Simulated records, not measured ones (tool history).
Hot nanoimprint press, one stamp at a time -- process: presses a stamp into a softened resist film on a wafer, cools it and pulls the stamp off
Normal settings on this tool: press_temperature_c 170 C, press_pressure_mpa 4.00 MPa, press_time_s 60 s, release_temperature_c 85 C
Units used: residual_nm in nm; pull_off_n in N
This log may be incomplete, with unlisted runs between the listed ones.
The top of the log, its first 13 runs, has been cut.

{"run": 14, "hour": 922.6, "press_temperature_c": 173, "press_pressure_mpa": 4.0, "press_time_s": 60, "release_temperature_c": 85, "residual_nm": 167.9, "pull_off_n": 184}
{"run": 15, "hour": 1019.3, "press_temperature_c": 170, "press_pressure_mpa": 2.79, "press_time_s": 60, "release_temperature_c": 85, "residual_nm": 209.4, "pull_off_n": 191}
{"run": 16, "hour": 1063.1, "press_temperature_c": 170, "press_pressure_mpa": 2.79, "press_time_s": 60, "release_temperature_c": 85, "residual_nm": 210.1, "pull_off_n": 198}
{"run": 17, "hour": 1129.7, "press_temperature_c": 158, "press_pressure_mpa": 4.0, "press_time_s": 60, "release_temperature_c": 74, "residual_nm": 272.1, "pull_off_n": 262}
{"run": 18, "hour": 1188.7, "press_temperature_c": 164, "press_pressure_mpa": 4.0, "press_time_s": 60, "release_temperature_c": 89, "residual_nm": 231.5, "pull_off_n": 194}
{"run": 19, "hour": 1245.8, "press_temperature_c": 171, "press_pressure_mpa": 3.64, "press_time_s": 60, "release_temperature_c": 93, "residual_nm": 190.8, "pull_off_n": 174}
{"run": 20, "hour": 1289.4, "press_temperature_c": 181, "press_pressure_mpa": 4.4, "press_time_s": 115, "release_temperature_c": 73, "residual_nm": 93.3, "pull_off_n": 291}
{"hour": 1328.1, "done": "stamp cleaned and given a new release coat"}
{"run": 21, "hour": 1344.1, "press_temperature_c": 166, "press_pressure_mpa": 4.84, "press_time_s": 115, "release_temperature_c": 73, "residual_nm": 168.5, "pull_off_n": 235}
{"hour": 1384.8, "done": "plate thermocouple calibrated"}
{"run": 22, "hour": 1413.4, "press_temperature_c": 173, "press_pressure_mpa": 4.84, "press_time_s": 104, "release_temperature_c": 72, "residual_nm": 125.5, "pull_off_n": 249}
{"run": 23, "hour": 1499.1, "press_temperature_c": 172, "press_pressure_mpa": 2.72, "press_time_s": 82, "release_temperature_c": 87, "residual_nm": 178.5, "pull_off_n": 180}
{"hour": 1590.0, "done": "press's hydraulic seals changed and the load cell set to zero"}
{"run": 24, "hour": 1601.2, "press_temperature_c": 172, "press_pressure_mpa": 2.72, "press_time_s": 82, "release_temperature_c": 87, "residual_nm": 174.3, "pull_off_n": 197}
{"run": 25, "hour": 1652.3, "press_temperature_c": 170, "press_pressure_mpa": 4.0, "press_time_s": 54, "release_temperature_c": 84, "residual_nm": 190.6, "pull_off_n": 213}
{"run": 26, "hour": 1714.8, "press_temperature_c": 170, "press_pressure_mpa": 5.07, "press_time_s": 39, "release_temperature_c": 88, "residual_nm": 195.6, "pull_off_n": 195}
{"run": 27, "hour": 1764.0, "press_temperature_c": 174, "press_pressure_mpa": 5.65, "press_time_s": 36, "release_temperature_c": 79, "residual_nm": 170.1, "pull_off_n": 248}
{"hour": 1837.0, "done": "stamp cleaned and given a new release coat"}
{"run": 28, "hour": 1853.9, "press_temperature_c": 169, "press_pressure_mpa": 5.65, "press_time_s": 59, "release_temperature_c": 79, "residual_nm": 171.9, "pull_off_n": 204}
{"run": 29, "hour": 1941.5, "press_temperature_c": 169, "press_pressure_mpa": 5.65, "press_time_s": 59, "release_temperature_c": 79, "residual_nm": 175.0, "pull_off_n": 228}
{"hour": 2005.2, "done": "plate thermocouple calibrated"}
{"run": 30, "hour": 2024.0, "press_temperature_c": 169, "press_pressure_mpa": 5.65, "press_time_s": 59, "release_temperature_c": 79, "residual_nm": 167.9, "pull_off_n": 222}

Forecast each of these 4 alternatives for the next run:
{"run": "A", "hour": 2084.9, "press_temperature_c": 169, "press_pressure_mpa": 2.78, "press_time_s": 36, "release_temperature_c": 79, "residual_nm": "?", "pull_off_n": "?"}
{"run": "B", "hour": 2084.9, "press_temperature_c": 178, "press_pressure_mpa": 2.76, "press_time_s": 70, "release_temperature_c": 85, "residual_nm": "?", "pull_off_n": "?"}
{"run": "C", "hour": 2084.9, "press_temperature_c": 170, "press_pressure_mpa": 4.0, "press_time_s": 54, "release_temperature_c": 85, "residual_nm": "?", "pull_off_n": "?"}
{"run": "D", "hour": 2084.9, "press_temperature_c": 170, "press_pressure_mpa": 4.0, "press_time_s": 60, "release_temperature_c": 86, "residual_nm": "?", "pull_off_n": "?"}

run=A residual_nm=246.8 pull_off_n=231
run=B residual_nm=149.5 pull_off_n=202
run=C residual_nm=190.0 pull_off_n=199
run=D residual_nm=183.7 pull_off_n=194
Take away the tool's hidden state, keep each run's random variation, and the runs would have read:
run=A residual_nm=244.3 pull_off_n=209
run=B residual_nm=147.3 pull_off_n=182
run=C residual_nm=186.8 pull_off_n=180
run=D residual_nm=180.6 pull_off_n=175
